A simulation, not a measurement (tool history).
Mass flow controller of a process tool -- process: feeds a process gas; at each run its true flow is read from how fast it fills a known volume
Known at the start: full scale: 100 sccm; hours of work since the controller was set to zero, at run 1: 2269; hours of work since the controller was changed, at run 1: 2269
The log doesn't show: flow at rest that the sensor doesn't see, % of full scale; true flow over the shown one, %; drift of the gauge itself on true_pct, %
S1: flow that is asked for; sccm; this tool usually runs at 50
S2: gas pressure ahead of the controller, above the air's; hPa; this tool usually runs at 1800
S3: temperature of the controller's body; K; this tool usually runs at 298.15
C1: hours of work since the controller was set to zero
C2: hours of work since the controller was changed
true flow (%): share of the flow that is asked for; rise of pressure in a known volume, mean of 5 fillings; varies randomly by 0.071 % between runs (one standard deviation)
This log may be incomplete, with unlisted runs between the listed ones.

Run 1, hour 0: usual settings; C1 2269; C2 2269. Result: true flow (%) 100.79.
Run 2, hour 75.3: usual settings; C1 2320; C2 2320. Result: true flow (%) 100.76.
Run 3, hour 114.8: usual settings; C1 2347; C2 2347. Result: true flow (%) 100.85.
Run 4, hour 178.7: usual settings; C1 2391; C2 2391. Result: true flow (%) 100.85.
Run 5, hour 215.8: usual settings; C1 2416; C2 2416. Result: true flow (%) 100.94.
Run 6, hour 280.6: usual settings; C1 2460; C2 2460. Result: true flow (%) 100.84.
Run 7, hour 321.8: usual settings; C1 2489; C2 2489. Result: true flow (%) 100.94.
Run 8, hour 368.9: usual settings; C1 2521; C2 2521. Result: true flow (%) 100.76.
Run 9, hour 429.5: usual settings; C1 2562; C2 2562. Result: true flow (%) 101.02.
At hour 433.9: controller's zero set anew.
Run 10, hour 510.7: usual settings but S1 10 sccm, S3 313.15 K; C1 52; C2 2617. Result: true flow (%) 102.38.
Run 11, hour 585.3: usual settings but S1 12 sccm, S2 2060 hPa, S3 296.15 K; C1 103; C2 2668. Result: true flow (%) 103.17.
Run 12, hour 672.9: usual settings but S1 16 sccm, S2 1910 hPa, S3 308.15 K; C1 163; C2 2728. Result: true flow (%) 101.6.
Run 13, hour 733.3: usual settings but S1 16 sccm, S2 1910 hPa, S3 308.15 K; C1 205; C2 2769. Result: true flow (%) 101.6.
Run 14, hour 802.6: usual settings but S1 60 sccm, S2 1910 hPa, S3 296.15 K; C1 252; C2 2817. Result: true flow (%) 101.35.
Run 15, hour 844.9: usual settings but S2 2160 hPa; C1 281; C2 2845. Result: true flow (%) 101.33.
At hour 915.9: controller's zero set anew, once more.
Run 16, hour 924.9: usual settings but S2 2410 hPa, S3 313.15 K; C1 6; C2 2900. Result: true flow (%) 99.87.
Run 17, hour 977.6: usual settings but S1 57 sccm, S2 1920 hPa; C1 42; C2 2936. Result: true flow (%) 100.7.
Run 18, hour 1027.1: usual settings but S1 57 sccm, S2 1920 hPa; C1 76; C2 2970. Result: true flow (%) 100.74.

5 options for the next run, each taken on its own from the tool as it stands now. Forecast them:
Run A, hour 1097.2: usual settings but S1 16 sccm, S2 1870 hPa, S3 299.15 K; C1 124; C2 3017. Result: true flow (%) ?.
Run B, hour 1097.2: usual settings but S1 13 sccm, S2 2220 hPa, S3 307.15 K; C1 124; C2 3017. Result: true flow (%) ?.
Run C, hour 1097.2: usual settings but S1 30 sccm, S2 1670 hPa, S3 294.15 K; C1 124; C2 3017. Result: true flow (%) ?.
Run D, hour 1097.2: usual settings but S1 26 sccm, S2 2150 hPa, S3 295.15 K; C1 124; C2 3017. Result: true flow (%) ?.
Run E, hour 1097.2: usual settings but S1 98 sccm, S2 1920 hPa; C1 124; C2 3017. Result: true flow (%) ?.

run  true flow (%)
  A         100.59
  B         100.33
  C         100.79
  D            101
  E         101.12
Stripped of hidden state, with their random variation kept, the same runs would have yielded:
run  true flow (%)
  A           99.1
  B          98.73
  C          99.51
  D          99.68
  E            100
